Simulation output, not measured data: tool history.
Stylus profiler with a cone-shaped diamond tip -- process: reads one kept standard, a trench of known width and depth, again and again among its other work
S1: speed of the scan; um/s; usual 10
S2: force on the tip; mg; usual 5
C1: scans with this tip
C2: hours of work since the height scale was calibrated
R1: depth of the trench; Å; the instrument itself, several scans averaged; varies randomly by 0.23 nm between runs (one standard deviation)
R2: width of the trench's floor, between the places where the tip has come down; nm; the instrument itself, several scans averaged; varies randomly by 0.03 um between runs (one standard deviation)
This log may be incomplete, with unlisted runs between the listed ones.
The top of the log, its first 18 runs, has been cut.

Run 19, hour 1001.9: usual settings but S1 25 um/s; C1 9592; C2 1001. Result: R1 10250.2 Å, R2 15870 nm.
Run 20, hour 1070.9: usual settings; C1 10014; C2 1045. Result: R1 10248.7 Å, R2 15930 nm.
Run 21, hour 1106: usual settings; C1 10228; C2 1067. Result: R1 10245.1 Å, R2 15950 nm.
Run 22, hour 1180.7: usual settings; C1 10686; C2 1115. Result: R1 10246.3 Å, R2 15930 nm.
Run 23, hour 1253.2: usual settings but S1 15 um/s, S2 3.27 mg; C1 11129; C2 1161. Result: R1 10183.1 Å, R2 15920 nm.
Run 24, hour 1295.1: usual settings but S1 18 um/s, S2 9.51 mg; C1 11386; C2 1188. Result: R1 10378.4 Å, R2 15880 nm.
Run 25, hour 1365.9: usual settings but S1 2 um/s, S2 14.01 mg; C1 11818; C2 1233. Result: R1 10487.1 Å, R2 15940 nm.
Run 26, hour 1436.8: usual settings but S1 2 um/s, S2 6.11 mg; C1 12252; C2 1278. Result: R1 10279.3 Å, R2 15930 nm.
Run 27, hour 1512.6: usual settings but S1 39 um/s, S2 2.97 mg; C1 12716; C2 1327. Result: R1 10178.9 Å, R2 15790 nm.
Run 28, hour 1574.8: usual settings but S1 19 um/s, S2 4.39 mg; C1 13096; C2 1366. Result: R1 10227.6 Å, R2 15880 nm.
Run 29, hour 1617.3: usual settings but S1 8 um/s, S2 5.53 mg; C1 13356; C2 1394. Result: R1 10263.2 Å, R2 15950 nm.
Run 30, hour 1657.8: usual settings but S1 8 um/s, S2 5.53 mg; C1 13604; C2 1419. Result: R1 10262.1 Å, R2 15940 nm.
Run 31, hour 1726.2: usual settings but S1 26 um/s, S2 1.73 mg; C1 14023; C2 1463. Result: R1 10119.6 Å, R2 15820 nm.
Run 32, hour 1764.4: usual settings but S2 5.66 mg; C1 14256; C2 1487. Result: R1 10268.8 Å, R2 15960 nm.
At hour 1826.9: height scale calibrated on a step standard.
Run 33, hour 1835.7: usual settings but S1 3 um/s, S2 6.84 mg; C1 14689; C2 6. Result: R1 10301.5 Å, R2 16030 nm.
Run 34, hour 1905.6: usual settings but S1 3 um/s, S2 13.51 mg; C1 15117; C2 50. Result: R1 10474.7 Å, R2 15960 nm.
Run 35, hour 1938.8: usual settings but S1 24 um/s, S2 13.92 mg; C1 15320; C2 71. Result: R1 10487 Å, R2 15920 nm.
Run 36, hour 1988.8: usual settings but S1 13 um/s, S2 3.39 mg; C1 15626; C2 103. Result: R1 10189.9 Å, R2 15890 nm.
Run 37, hour 2065.2: usual settings but S1 22 um/s, S2 6.09 mg; C1 16093; C2 152. Result: R1 10278.9 Å, R2 15840 nm.
Run 38, hour 2096.4: usual settings but S1 9 um/s, S2 10.14 mg; C1 16284; C2 172. Result: R1 10394.3 Å, R2 15940 nm.
Run 39, hour 2140.5: usual settings but S1 6 um/s, S2 4.14 mg; C1 16554; C2 200. Result: R1 10215.2 Å, R2 15920 nm.
Run 40, hour 2193.3: usual settings but S1 35 um/s, S2 8.23 mg; C1 16877; C2 234. Result: R1 10340 Å, R2 15870 nm.
Run 41, hour 2239: usual settings but S1 35 um/s, S2 8.23 mg; C1 17156; C2 263. Result: R1 10343.9 Å, R2 15900 nm.

Each row is a separate what-if for the run after 41, all from the same tool condition, not one after another. Results?
Run A, hour 2301.1: usual settings but S1 6 um/s, S2 13.41 mg; C1 17536; C2 303. Result: R1 ?, R2 ?.
Run B, hour 2301.1: usual settings but S2 3.7 mg; C1 17536; C2 303. Result: R1 ?, R2 ?.
Run C, hour 2301.1: usual settings but S1 19 um/s, S2 1.71 mg; C1 17536; C2 303. Result: R1 ?, R2 ?.

run       R1     R2
  A  10470.2  15960
  B    10202  15900
  C  10122.4  15820
Take away the tool's hidden state, keep each run's random variation, and the runs would have read:
run       R1     R2
  A  10470.2  15990
  B  10202.1  15920
  C  10122.4  15840
